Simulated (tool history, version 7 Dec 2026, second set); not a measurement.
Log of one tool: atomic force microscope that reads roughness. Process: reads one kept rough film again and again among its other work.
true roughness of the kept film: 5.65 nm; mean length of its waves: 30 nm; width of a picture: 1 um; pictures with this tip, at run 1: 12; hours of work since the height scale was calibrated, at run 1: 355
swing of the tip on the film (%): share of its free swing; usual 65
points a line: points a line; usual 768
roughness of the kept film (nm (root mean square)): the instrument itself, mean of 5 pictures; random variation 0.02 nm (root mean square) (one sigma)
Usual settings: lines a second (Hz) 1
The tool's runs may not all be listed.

| run | hour | lines a second (Hz) | swing of the tip on the film (%) | points a line | pictures with this tip | hours of work since the height scale was calibrated | roughness of the kept film (nm (root mean square)) |
|---|---|---|---|---|---|---|---|
| 1 | 0 | 1 | 65 | 768 | 12 | 355 | 4.735 |
| 2 | 27.8 | 1 | 77 | 768 | 41 | 369 | 4.357 |
| 3 | 53.9 | 1 | 65 | 768 | 69 | 382 | 4.191 |
| 4 | 80.7 | 1.37 | 65 | 768 | 97 | 395 | 3.943 |
| 5 | 103.4 | 1 | 65 | 496 | 121 | 407 | 3.754 |
|  | 111.2 | new tip fitted |
| 6 | 139.4 | 0.7 | 65 | 768 | 29 | 424 | 4.536 |
| 7 | 175.1 | 0.7 | 65 | 768 | 67 | 442 | 4.182 |
| 8 | 195.5 | 0.7 | 65 | 768 | 89 | 452 | 4.055 |
| 9 | 221.5 | 3.96 | 65 | 768 | 116 | 465 | 3.547 |
|  | 234.4 | new tip fitted |
| 10 | 259.8 | 1 | 65 | 315 | 27 | 484 | 4.567 |
| 11 | 291.1 | 1 | 65 | 315 | 60 | 500 | 4.262 |
| 12 | 312.8 | 1 | 71 | 768 | 83 | 511 | 4.053 |
| 13 | 333.4 | 1 | 71 | 768 | 105 | 521 | 3.867 |
|  | 357.3 | new tip fitted |
| 14 | 357.3 | 1 | 71 | 768 | 0 | 532 | 4.75 |
| 15 | 397.9 | 1 | 71 | 768 | 43 | 553 | 4.34 |
| 16 | 436.5 | 1 | 65 | 768 | 84 | 572 | 4.061 |
| 17 | 468.1 | 1 | 65 | 768 | 117 | 588 | 3.807 |
|  | 479.7 | new tip fitted |
| 18 | 508.5 | 1 | 61 | 768 | 30 | 608 | 4.533 |
| 19 | 544.5 | 1 | 61 | 768 | 68 | 626 | 4.186 |
| 20 | 582.8 | 1 | 61 | 768 | 109 | 645 | 3.854 |
|  | 603 | new tip fitted |
| 21 | 607.7 | 1 | 61 | 768 | 4 | 657 | 4.865 |
| 22 | 638.3 | 1 | 61 | 768 | 37 | 672 | 4.529 |
| 23 | 665.2 | 1 | 65 | 768 | 65 | 686 | 4.187 |
| 24 | 705.5 | 1 | 65 | 768 | 108 | 706 | 3.883 |
|  | 726.4 | new tip fitted |
| 25 | 730 | 1 | 65 | 768 | 4 | 718 | 4.813 |
| 26 | 763.3 | 1.01 | 82 | 313 | 39 | 734 | 4.194 |
| 27 | 796.2 | 3.91 | 82 | 281 | 74 | 751 | 3.37 |
| 28 | 826.3 | 0.88 | 89 | 839 | 106 | 766 | 3.708 |
| 29 | 846 | 0.88 | 89 | 839 | 126 | 775 | 3.554 |
|  | 848.8 | new tip fitted |
| 30 | 876.7 | 0.88 | 69 | 839 | 29 | 791 | 4.513 |
| 31 | 896.1 | 1.57 | 66 | 839 | 50 | 800 | 4.208 |
| 32 | 928.6 | 3.71 | 67 | 348 | 84 | 816 | 3.703 |
| 33 | 956.8 | 0.94 | 60 | 320 | 114 | 830 | 3.817 |
|  | 972.2 | new tip fitted |
| 34 | 977.5 | 1 | 73 | 768 | 5 | 841 | 4.729 |
| 35 | 997.9 | 2.94 | 63 | 681 | 27 | 851 | 4.359 |
| 36 | 1031.4 | 2.94 | 63 | 279 | 62 | 867 | 4.03 |
| 37 | 1072.5 | 2.89 | 68 | 286 | 105 | 888 | 3.625 |
|  | 1096.4 | new tip fitted |
| 38 | 1097.4 | 2.82 | 62 | 321 | 1 | 900 | 4.606 |

Forecast run 39:
| 39 | 1116.5 | 2 | 66 | 321 | 21 | 910 | ? |

{"run 39": {"roughness of the kept film (nm (root mean square))": 4.444}}
Without the tool's hidden state the same run would have given roughness of the kept film (nm (root mean square)) 4.743.
